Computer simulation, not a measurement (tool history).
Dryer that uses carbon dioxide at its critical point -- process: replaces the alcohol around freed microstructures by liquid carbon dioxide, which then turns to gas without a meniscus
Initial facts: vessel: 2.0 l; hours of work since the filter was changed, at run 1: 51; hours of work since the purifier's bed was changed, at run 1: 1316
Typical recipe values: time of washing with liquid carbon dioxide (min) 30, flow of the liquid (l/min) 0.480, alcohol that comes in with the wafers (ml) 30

| run | hour | time of washing with liquid carbon dioxide (min) | flow of the liquid (l/min) | alcohol that comes in with the wafers (ml) | hours of work since the filter was changed | hours of work since the purifier's bed was changed | alcohol left in the vessel before it's heated (ppm by volume) |
|---|---|---|---|---|---|---|---|
| 1 | 0.0 | 30 | 0.480 | 30 | 51 | 1316 | 145 |
| 2 | 53.4 | 30 | 0.480 | 30 | 93 | 1358 | 144 |
| 3 | 83.6 | 30 | 0.480 | 30 | 117 | 1382 | 158 |
| 4 | 112.4 | 30 | 0.480 | 30 | 140 | 1405 | 175 |
| 5 | 150.2 | 30 | 0.480 | 30 | 170 | 1435 | 161 |
| 6 | 175.8 | 30 | 0.480 | 30 | 190 | 1455 | 172 |
|  | 211.5 | purifier's bed changed |
| 7 | 224.8 | 30 | 0.480 | 30 | 226 | 11 | 44 |
| 8 | 251.3 | 30 | 0.480 | 30 | 247 | 31 | 38 |
| 9 | 277.5 | 30 | 0.480 | 30 | 268 | 52 | 56 |
| 10 | 301.8 | 33 | 0.743 | 102 | 287 | 71 | 11 |
| 11 | 352.8 | 21 | 0.307 | 82 | 328 | 112 | 3234 |
| 12 | 385.9 | 23 | 0.480 | 60 | 354 | 138 | 399 |
| 13 | 418.6 | 23 | 0.480 | 60 | 380 | 164 | 413 |
| 14 | 472.9 | 25 | 0.581 | 47 | 423 | 207 | 113 |
|  | 485.4 | inlet filter changed |
| 15 | 528.2 | 47 | 0.448 | 28 | 34 | 250 | 36 |
| 16 | 565.6 | 47 | 0.448 | 28 | 64 | 280 | 44 |
| 17 | 607.4 | 47 | 0.448 | 28 | 97 | 313 | 36 |

Predict each of these 3 candidate next runs independently; none follows another, all start after run 17:
| A | 633.2 | 27 | 0.541 | 28 | 117 | 333 | ? |
| B | 633.2 | 31 | 0.539 | 28 | 117 | 333 | ? |
| C | 633.2 | 39 | 0.480 | 30 | 117 | 333 | ? |

| run | alcohol left in the vessel before it's heated (ppm by volume) |
|---|---|
| A | 71 |
| B | 39 |
| C | 39 |
The same runs, with their run-to-run variation unchanged, on a tool lacking any hidden condition would have given:
| run | alcohol left in the vessel before it's heated (ppm by volume) |
|---|---|
| A | 34 |
| B | 6 |
| C | 8 |
